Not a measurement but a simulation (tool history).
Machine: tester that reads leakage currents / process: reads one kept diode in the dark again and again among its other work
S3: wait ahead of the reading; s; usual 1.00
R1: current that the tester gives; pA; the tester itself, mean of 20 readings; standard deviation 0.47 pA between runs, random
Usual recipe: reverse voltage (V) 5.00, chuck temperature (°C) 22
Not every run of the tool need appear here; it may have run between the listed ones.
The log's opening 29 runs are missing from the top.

run 30 hour=1820.9 | reverse_voltage_(V)=1.07 chuck_temperature_(°C)=22 S3=8.59 | R1=68.40
run 31 hour=1873.4 | reverse_voltage_(V)=1.07 chuck_temperature_(°C)=22 S3=8.59 | R1=69.17
run 32 hour=1940.6 | reverse_voltage_(V)=5.03 chuck_temperature_(°C)=40 S3=7.36 | R1=586.03
run 33 hour=1996.3 | reverse_voltage_(V)=8.12 chuck_temperature_(°C)=48 S3=4.79 | R1=1291.77
run 34 hour=2032.7 | reverse_voltage_(V)=8.12 chuck_temperature_(°C)=48 S3=4.79 | R1=1287.62
run 35 hour=2100.5 | reverse_voltage_(V)=8.12 chuck_temperature_(°C)=48 S3=4.79 | R1=1293.11
run 36 hour=2138.4 | reverse_voltage_(V)=8.12 chuck_temperature_(°C)=48 S3=4.79 | R1=1294.39
run 37 hour=2185.6 | reverse_voltage_(V)=8.12 chuck_temperature_(°C)=48 S3=4.79 | R1=1304.84
run 38 hour=2241.4 | reverse_voltage_(V)=15.67 chuck_temperature_(°C)=44 S3=1.00 | R1=1433.02
run 39 hour=2314.0 | reverse_voltage_(V)=1.22 chuck_temperature_(°C)=44 S3=0.47 | R1=367.09

3 ways to go on from here, each from the tool as it stands after run 39. What would each give?
run A hour=2397.4 | reverse_voltage_(V)=1.76 chuck_temperature_(°C)=46 S3=7.54 | R1=?
run B hour=2397.4 | reverse_voltage_(V)=5.00 chuck_temperature_(°C)=22 S3=8.01 | R1=?
run C hour=2397.4 | reverse_voltage_(V)=11.77 chuck_temperature_(°C)=34 S3=1.00 | R1=?

run=A R1=509.54
run=B R1=163.87
run=C R1=626.47
The same runs, with their run-to-run variation unchanged, on a tool lacking any hidden condition would have given:
run=A R1=489.66
run=B R1=153.83
run=C R1=594.57
